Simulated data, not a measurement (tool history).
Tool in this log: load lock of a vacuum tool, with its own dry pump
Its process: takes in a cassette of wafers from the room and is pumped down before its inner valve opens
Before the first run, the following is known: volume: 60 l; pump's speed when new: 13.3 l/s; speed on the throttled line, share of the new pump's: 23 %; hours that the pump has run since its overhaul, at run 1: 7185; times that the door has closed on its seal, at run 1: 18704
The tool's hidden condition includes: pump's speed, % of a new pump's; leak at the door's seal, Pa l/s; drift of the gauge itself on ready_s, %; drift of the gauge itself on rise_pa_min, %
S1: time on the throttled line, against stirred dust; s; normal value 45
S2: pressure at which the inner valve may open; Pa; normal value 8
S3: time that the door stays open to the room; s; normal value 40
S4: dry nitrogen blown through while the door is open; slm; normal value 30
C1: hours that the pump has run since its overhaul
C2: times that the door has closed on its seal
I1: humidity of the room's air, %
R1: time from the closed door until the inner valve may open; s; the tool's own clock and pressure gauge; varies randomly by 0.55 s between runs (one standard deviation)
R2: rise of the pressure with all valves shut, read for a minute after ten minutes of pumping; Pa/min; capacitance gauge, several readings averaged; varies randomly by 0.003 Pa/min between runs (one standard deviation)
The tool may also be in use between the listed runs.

Run 1, hour 0: usual settings; C1 7185; C2 18704; I1 41.9. Result: R1 80.3 s, R2 0.195 Pa/min.
Run 2, hour 331.3: usual settings; C1 7516; C2 20031; I1 45.6. Result: R1 81.1 s, R2 0.211 Pa/min.
Run 3, hour 613.9: usual settings; C1 7799; C2 21163; I1 43.7. Result: R1 81.8 s, R2 0.233 Pa/min.
Run 4, hour 908.2: usual settings; C1 8093; C2 22342; I1 40.8. Result: R1 81.4 s, R2 0.233 Pa/min.
Run 5, hour 1122.6: usual settings but S2 11 Pa; C1 8307; C2 23200; I1 46.6. Result: R1 79.2 s, R2 0.263 Pa/min.
Run 6, hour 1441.2: usual settings; C1 8626; C2 24476; I1 43.3. Result: R1 81.9 s, R2 0.273 Pa/min.
Run 7, hour 1584.7: usual settings; C1 8769; C2 25050; I1 44. Result: R1 82.5 s, R2 0.276 Pa/min.
At hour 1734.9: door's seal changed, seat wiped.
Run 8, hour 1832.5: usual settings but S4 23 slm; C1 9016; C2 391; I1 38.2. Result: R1 81.9 s, R2 0.028 Pa/min.
Run 9, hour 2104.9: usual settings; C1 9288; C2 1482; I1 44.8. Result: R1 81.8 s, R2 0.034 Pa/min.
Run 10, hour 2314.9: usual settings; C1 9498; C2 2323; I1 45. Result: R1 82.4 s, R2 0.041 Pa/min.
Run 11, hour 2554.5: usual settings; C1 9738; C2 3282; I1 45.2. Result: R1 82.1 s, R2 0.033 Pa/min.
Run 12, hour 2735.6: usual settings but S1 54 s; C1 9919; C2 4008; I1 44.4. Result: R1 90.1 s, R2 0.035 Pa/min.
Run 13, hour 3045.7: usual settings but S1 52 s, S3 227 s, S4 7 slm; C1 10229; C2 5249; I1 44.9. Result: R1 87.5 s, R2 0.12 Pa/min.
Run 14, hour 3213.4: usual settings but S1 52 s, S3 227 s, S4 7 slm; C1 10397; C2 5921; I1 49. Result: R1 88.5 s, R2 0.126 Pa/min.
Run 15, hour 3367.8: usual settings but S1 52 s, S3 227 s, S4 7 slm; C1 10551; C2 6539; I1 41.8. Result: R1 87.4 s, R2 0.114 Pa/min.
Run 16, hour 3559.4: usual settings but S1 38 s, S3 227 s, S4 7 slm; C1 10743; C2 7307; I1 43.6. Result: R1 77.2 s, R2 0.123 Pa/min.
Run 17, hour 3773.2: usual settings but S1 38 s, S2 7 Pa, S3 227 s, S4 5 slm; C1 10956; C2 8163; I1 44.1. Result: R1 79.3 s, R2 0.136 Pa/min.
Run 18, hour 4000.2: usual settings but S1 38 s, S2 7 Pa, S3 227 s, S4 5 slm; C1 11183; C2 9072; I1 42.5. Result: R1 79.5 s, R2 0.14 Pa/min.
Run 19, hour 4342.8: usual settings but S1 38 s, S2 7 Pa, S3 227 s, S4 5 slm; C1 11526; C2 10444; I1 48.6. Result: R1 78.7 s, R2 0.165 Pa/min.
Run 20, hour 4621: usual settings but S1 46 s, S2 13 Pa, S3 69 s; C1 11804; C2 11558; I1 46.8. Result: R1 82 s, R2 0.103 Pa/min.
Run 21, hour 4788.8: usual settings but S1 88 s, S2 13 Pa, S3 69 s, S4 12 slm; C1 11972; C2 12230; I1 45.9. Result: R1 112.4 s, R2 0.128 Pa/min.
Run 22, hour 4966.9: usual settings but S1 65 s, S2 12 Pa, S4 11 slm; C1 12150; C2 12943; I1 43.6. Result: R1 95.2 s, R2 0.124 Pa/min.
Run 23, hour 5238.3: usual settings but S1 65 s, S2 12 Pa, S4 11 slm; C1 12421; C2 14030; I1 44.1. Result: R1 95.7 s, R2 0.129 Pa/min.

Here are 4 independent what-if runs from the current tool condition. What would each one return?
Run A, hour 5570.2: usual settings but S2 10 Pa; C1 12753; C2 15359; I1 44.8. Result: R1 ?, R2 ?.
Run B, hour 5570.2: usual settings but S1 65 s, S2 14 Pa, S3 86 s, S4 5 slm; C1 12753; C2 15359; I1 44.9. Result: R1 ?, R2 ?.
Run C, hour 5570.2: usual settings but S1 65 s, S2 9 Pa, S3 197 s, S4 5 slm; C1 12753; C2 15359; I1 44.3. Result: R1 ?, R2 ?.
Run D, hour 5570.2: usual settings but S1 84 s, S2 12 Pa, S3 91 s, S4 11 slm; C1 12753; C2 15359; I1 41.5. Result: R1 ?, R2 ?.

run     R1     R2
  A   82.4  0.134
  B   95.3  0.168
  C     98  0.202
  D  109.4  0.157
What these runs would have given with no unlogged condition in the tool:
run     R1     R2
  A   76.2  0.031
  B   90.3  0.065
  C   92.5  0.099
  D  105.1  0.053

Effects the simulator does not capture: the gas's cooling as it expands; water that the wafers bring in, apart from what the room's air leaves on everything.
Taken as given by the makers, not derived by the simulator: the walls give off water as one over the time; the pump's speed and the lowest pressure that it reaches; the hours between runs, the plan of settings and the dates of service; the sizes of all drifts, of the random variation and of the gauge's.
